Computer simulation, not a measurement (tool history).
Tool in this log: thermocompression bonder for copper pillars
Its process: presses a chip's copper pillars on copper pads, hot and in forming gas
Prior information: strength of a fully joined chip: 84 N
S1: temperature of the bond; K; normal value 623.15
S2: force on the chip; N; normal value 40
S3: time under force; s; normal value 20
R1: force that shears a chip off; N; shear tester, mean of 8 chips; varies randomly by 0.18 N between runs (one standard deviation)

run 1 hour=0.0 | S1=623.15 S2=40 S3=20 | R1=29.9
run 2 hour=29.7 | S1=623.15 S2=40 S3=20 | R1=29.7
run 3 hour=99.3 | S1=623.15 S2=40 S3=20 | R1=29.3
run 4 hour=145.0 | S1=623.15 S2=40 S3=20 | R1=29.0
run 5 hour=204.4 | S1=623.15 S2=48 S3=20 | R1=34.9
run 6 hour=243.3 | S1=623.15 S2=26 S3=20 | R1=18.5
run 7 hour=299.9 | S1=623.15 S2=26 S3=20 | R1=17.9
run 8 hour=331.2 | S1=623.15 S2=26 S3=20 | R1=18.0
run 9 hour=390.0 | S1=649.15 S2=31 S3=30 | R1=33.0
-- hour=410.7 heater calibrated with a thermocouple chip
run 10 hour=450.7 | S1=649.15 S2=31 S3=30 | R1=32.1
-- hour=483.0 forming gas filter changed
run 11 hour=484.3 | S1=601.15 S2=54 S3=20 | R1=30.5
-- hour=521.9 heater calibrated with a thermocouple chip, once more
run 12 hour=544.1 | S1=629.15 S2=51 S3=51 | R1=55.1
run 13 hour=584.3 | S1=639.15 S2=32 S3=28 | R1=32.5
run 14 hour=637.1 | S1=639.15 S2=32 S3=28 | R1=32.0

Expected results for the next run?
run 15 hour=683.7 | S1=639.15 S2=32 S3=28 | R1=?

R1: 31.9 N
With no hidden state in the tool, this same run would have given R1 31.6 N.

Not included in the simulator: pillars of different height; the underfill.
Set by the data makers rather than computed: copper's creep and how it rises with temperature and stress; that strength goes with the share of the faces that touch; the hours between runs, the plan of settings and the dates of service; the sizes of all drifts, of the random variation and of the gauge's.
